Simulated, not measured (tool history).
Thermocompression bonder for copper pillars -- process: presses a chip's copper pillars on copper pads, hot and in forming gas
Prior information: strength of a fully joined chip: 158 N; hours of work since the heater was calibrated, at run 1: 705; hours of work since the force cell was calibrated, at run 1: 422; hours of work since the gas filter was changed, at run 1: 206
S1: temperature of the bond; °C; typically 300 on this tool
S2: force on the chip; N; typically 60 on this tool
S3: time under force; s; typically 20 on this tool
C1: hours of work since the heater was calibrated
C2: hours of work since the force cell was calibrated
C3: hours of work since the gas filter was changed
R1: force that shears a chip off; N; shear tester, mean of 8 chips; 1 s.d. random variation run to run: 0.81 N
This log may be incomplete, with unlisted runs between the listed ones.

run 1 day=0.000 | S1=300 S2=60 S3=20 | C1=705 C2=422 C3=206 | R1=55.8
run 2 day=1.150 | S1=300 S2=60 S3=20 | C1=718 C2=435 C3=219 | R1=53.7
run 3 day=1.900 | S1=300 S2=60 S3=20 | C1=726 C2=443 C3=227 | R1=55.1
-- day=2.733 forming gas filter changed
run 4 day=3.279 | S1=300 S2=60 S3=20 | C1=742 C2=459 C3=6 | R1=59.2
run 5 day=4.058 | S1=300 S2=60 S3=20 | C1=750 C2=467 C3=15 | R1=59.5
run 6 day=4.750 | S1=300 S2=89 S3=20 | C1=758 C2=475 C3=23 | R1=78.0
run 7 day=5.733 | S1=300 S2=89 S3=20 | C1=769 C2=486 C3=34 | R1=78.5
run 8 day=6.588 | S1=300 S2=46 S3=20 | C1=779 C2=496 C3=44 | R1=46.8
run 9 day=7.417 | S1=309 S2=60 S3=20 | C1=788 C2=505 C3=53 | R1=65.8
run 10 day=8.862 | S1=300 S2=37 S3=56 | C1=805 C2=522 C3=69 | R1=57.8

For run 11, what comes out?
run 11 day=10.075 | S1=271 S2=47 S3=13 | C1=818 C2=535 C3=83 | R1=?

Run 11 measured R1 22.9 N.
Were there no unlogged condition in the tool, this run, its random variation unchanged, would have produced R1 26.0 N.
